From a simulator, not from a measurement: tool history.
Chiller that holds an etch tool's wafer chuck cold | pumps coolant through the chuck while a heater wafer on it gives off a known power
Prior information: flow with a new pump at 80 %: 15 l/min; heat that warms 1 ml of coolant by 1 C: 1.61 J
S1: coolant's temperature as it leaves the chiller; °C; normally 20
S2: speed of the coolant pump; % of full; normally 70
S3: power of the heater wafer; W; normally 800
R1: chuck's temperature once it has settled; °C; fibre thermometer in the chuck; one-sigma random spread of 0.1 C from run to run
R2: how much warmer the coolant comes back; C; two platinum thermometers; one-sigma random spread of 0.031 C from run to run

{"run": 1, "hour": 0.0, "S1": 20, "S2": 70, "S3": 800, "R1": 26.6, "R2": 2.24}
{"run": 2, "hour": 26.7, "S1": 20, "S2": 70, "S3": 911, "R1": 27.4, "R2": 2.59}
{"run": 3, "hour": 70.7, "S1": 20, "S2": 70, "S3": 911, "R1": 27.5, "R2": 2.58}
{"run": 4, "hour": 96.3, "S1": 20, "S2": 70, "S3": 911, "R1": 27.5, "R2": 2.53}
{"run": 5, "hour": 136.5, "S1": 20, "S2": 70, "S3": 800, "R1": 26.7, "R2": 2.25}
{"run": 6, "hour": 180.0, "S1": 20, "S2": 70, "S3": 800, "R1": 26.6, "R2": 2.26}
{"run": 7, "hour": 205.4, "S1": 20, "S2": 70, "S3": 584, "R1": 24.7, "R2": 1.66}
{"run": 8, "hour": 243.8, "S1": 20, "S2": 70, "S3": 800, "R1": 26.7, "R2": 2.26}
{"run": 9, "hour": 291.1, "S1": 20, "S2": 70, "S3": 800, "R1": 26.3, "R2": 2.28}
{"run": 10, "hour": 321.7, "S1": 20, "S2": 70, "S3": 800, "R1": 26.6, "R2": 2.3}
{"run": 11, "hour": 362.6, "S1": 20, "S2": 70, "S3": 800, "R1": 26.5, "R2": 2.22}
{"run": 12, "hour": 408.1, "S1": 20, "S2": 70, "S3": 691, "R1": 25.7, "R2": 1.96}
{"run": 13, "hour": 452.1, "S1": 20, "S2": 70, "S3": 800, "R1": 26.7, "R2": 2.23}
{"run": 14, "hour": 487.8, "S1": 10, "S2": 95, "S3": 571, "R1": 13.6, "R2": 1.23}
{"run": 15, "hour": 532.4, "S1": 29, "S2": 74, "S3": 403, "R1": 31.9, "R2": 1.07}
{"run": 16, "hour": 560.0, "S1": 29, "S2": 74, "S3": 403, "R1": 32.1, "R2": 1.09}
{"run": 17, "hour": 586.0, "S1": 20, "S2": 94, "S3": 554, "R1": 23.6, "R2": 1.17}
{"run": 18, "hour": 606.2, "S1": 20, "S2": 94, "S3": 554, "R1": 23.6, "R2": 1.23}
{"run": 19, "hour": 634.4, "S1": 16, "S2": 82, "S3": 989, "R1": 23.1, "R2": 2.33}
{"run": 20, "hour": 674.1, "S1": 13, "S2": 70, "S3": 800, "R1": 19.5, "R2": 2.23}
{"run": 21, "hour": 722.3, "S1": 20, "S2": 94, "S3": 793, "R1": 25.1, "R2": 1.68}
{"run": 22, "hour": 755.7, "S1": 30, "S2": 70, "S3": 800, "R1": 36.6, "R2": 2.27}
{"run": 23, "hour": 777.4, "S1": 30, "S2": 70, "S3": 800, "R1": 36.7, "R2": 2.26}
{"run": 24, "hour": 817.5, "S1": 21, "S2": 70, "S3": 800, "R1": 27.7, "R2": 2.27}
{"run": 25, "hour": 847.4, "S1": 25, "S2": 72, "S3": 518, "R1": 29.1, "R2": 1.41}
{"run": 26, "hour": 896.8, "S1": 11, "S2": 70, "S3": 800, "R1": 17.4, "R2": 2.23}

Branching from run 26: 4 alternative next runs. What would each branch give?
{"run": "A", "hour": 946.4, "S1": 30, "S2": 84, "S3": 1146, "R1": "?", "R2": "?"}
{"run": "B", "hour": 946.4, "S1": 11, "S2": 91, "S3": 800, "R1": "?", "R2": "?"}
{"run": "C", "hour": 946.4, "S1": 25, "S2": 72, "S3": 401, "R1": "?", "R2": "?"}
{"run": "D", "hour": 946.4, "S1": 15, "S2": 76, "S3": 800, "R1": "?", "R2": "?"}

run=A R1=38 R2=2.75
run=B R1=16.2 R2=1.78
run=C R1=28.3 R2=1.05
run=D R1=21.1 R2=2.12
Without the tool's unlogged condition, the same runs would have read:
run=A R1=37.9 R2=2.75
run=B R1=16.2 R2=1.78
run=C R1=28.3 R2=1.05
run=D R1=21.1 R2=2.12
